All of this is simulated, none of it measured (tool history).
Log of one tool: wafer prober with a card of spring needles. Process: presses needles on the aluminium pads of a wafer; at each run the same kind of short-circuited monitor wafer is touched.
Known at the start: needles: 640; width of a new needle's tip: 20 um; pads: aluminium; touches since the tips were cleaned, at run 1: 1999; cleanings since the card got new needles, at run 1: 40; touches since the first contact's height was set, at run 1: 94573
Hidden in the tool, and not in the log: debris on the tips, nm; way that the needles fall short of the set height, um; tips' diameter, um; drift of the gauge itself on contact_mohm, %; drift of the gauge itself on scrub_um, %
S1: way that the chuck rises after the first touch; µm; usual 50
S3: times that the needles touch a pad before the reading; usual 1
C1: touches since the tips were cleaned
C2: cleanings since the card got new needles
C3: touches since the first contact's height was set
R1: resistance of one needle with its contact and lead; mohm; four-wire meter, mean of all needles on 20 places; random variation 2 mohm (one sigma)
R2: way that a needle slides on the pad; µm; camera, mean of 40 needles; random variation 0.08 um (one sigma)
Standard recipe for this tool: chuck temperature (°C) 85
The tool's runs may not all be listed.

Run 1, hour 0.0: usual settings; C1 1999; C2 40; C3 94573. Result: R1 296 mohm, R2 11.23 µm.
At hour 20.1: tips cleaned on abrasive film.
Run 2, hour 31.6: usual settings; C1 3415; C2 41; C3 103889. Result: R1 329 mohm, R2 11.25 µm.
At hour 47.0: tips cleaned on abrasive film.
At hour 70.0: tips cleaned on abrasive film.
Run 3, hour 72.3: usual settings; C1 695; C2 43; C3 115849. Result: R1 260 mohm, R2 11.29 µm.
At hour 95.7: tips cleaned on abrasive film.
Run 4, hour 113.5: usual settings but S3 2; C1 5263; C2 44; C3 127970. Result: R1 305 mohm, R2 10.99 µm.
At hour 118.7: tips cleaned on abrasive film.
At hour 146.3: tips cleaned on abrasive film.
Run 5, hour 158.8: usual settings but S3 2; C1 3712; C2 46; C3 141308. Result: R1 285 mohm, R2 11.28 µm.
At hour 171.3: tips cleaned on abrasive film.
At hour 196.1: tips cleaned on abrasive film.
At hour 221.4: tips cleaned on abrasive film.
Run 6, hour 224.2: usual settings but S3 2; C1 845; C2 49; C3 160534. Result: R1 249 mohm, R2 11.11 µm.
At hour 245.5: tips cleaned on abrasive film.
At hour 272.2: tips cleaned on abrasive film.
Run 7, hour 281.4: usual settings but S1 32 µm, chuck temperature (°C) 43, S3 2; C1 2714; C2 51; C3 177350. Result: R1 377 mohm, R2 6.91 µm.
At hour 297.7: tips cleaned on abrasive film.
Run 8, hour 317.3: usual settings but S1 32 µm, chuck temperature (°C) 43, S3 2; C1 5808; C2 52; C3 187949. Result: R1 457 mohm, R2 6.88 µm.
At hour 320.9: tips cleaned on abrasive film.
At hour 345.2: tips cleaned on abrasive film.
At hour 369.0: tips cleaned on abrasive film.
Run 9, hour 383.8: usual settings but S1 39 µm, chuck temperature (°C) 47, S3 2; C1 4357; C2 55; C3 207483. Result: R1 358 mohm, R2 8.51 µm.
At hour 394.5: tips cleaned on abrasive film.
At hour 413.2: height of the first contact set anew.
At hour 418.9: tips cleaned on abrasive film.
Run 10, hour 429.7: usual settings but S1 39 µm, chuck temperature (°C) 47, S3 2; C1 3186; C2 57; C3 4839. Result: R1 330 mohm, R2 8.92 µm.
At hour 445.0: tips cleaned on abrasive film.
At hour 470.7: tips cleaned on abrasive film.
Run 11, hour 478.8: usual settings but S1 36 µm, chuck temperature (°C) 45, S3 2; C1 2410; C2 59; C3 19289. Result: R1 332 mohm, R2 8.21 µm.
At hour 496.2: tips cleaned on abrasive film.
Run 12, hour 510.4: usual settings but S1 36 µm, chuck temperature (°C) 45, S3 2; C1 4191; C2 60; C3 28591. Result: R1 363 mohm, R2 8.09 µm.

What if the next run were any one of these 3? Each begins from the tool's condition after run 12:
At hour 519.0: tips cleaned on abrasive film.
At hour 545.1: tips cleaned on abrasive film.
At hour 569.5: tips cleaned on abrasive film.
Run A, hour 573.8: usual settings but S1 35 µm; C1 1256; C2 63; C3 47208. Result: R1 ?, R2 ?.
At hour 519.0: tips cleaned on abrasive film.
At hour 545.1: tips cleaned on abrasive film.
At hour 569.5: tips cleaned on abrasive film.
Run B, hour 573.8: usual settings but S1 42 µm, chuck temperature (°C) 29, S3 2; C1 1256; C2 63; C3 47208. Result: R1 ?, R2 ?.
At hour 519.0: tips cleaned on abrasive film.
At hour 545.1: tips cleaned on abrasive film.
At hour 569.5: tips cleaned on abrasive film.
Run C, hour 573.8: usual settings but S1 65 µm, chuck temperature (°C) 45, S3 2; C1 1256; C2 63; C3 47208. Result: R1 ?, R2 ?.

run   R1     R2
  A  370   7.95
  B  279   9.62
  C  238  14.81
Had the tool no hidden state, the same runs would have come out as:
run   R1     R2
  A  226   8.06
  B  210   9.73
  C  207  14.92
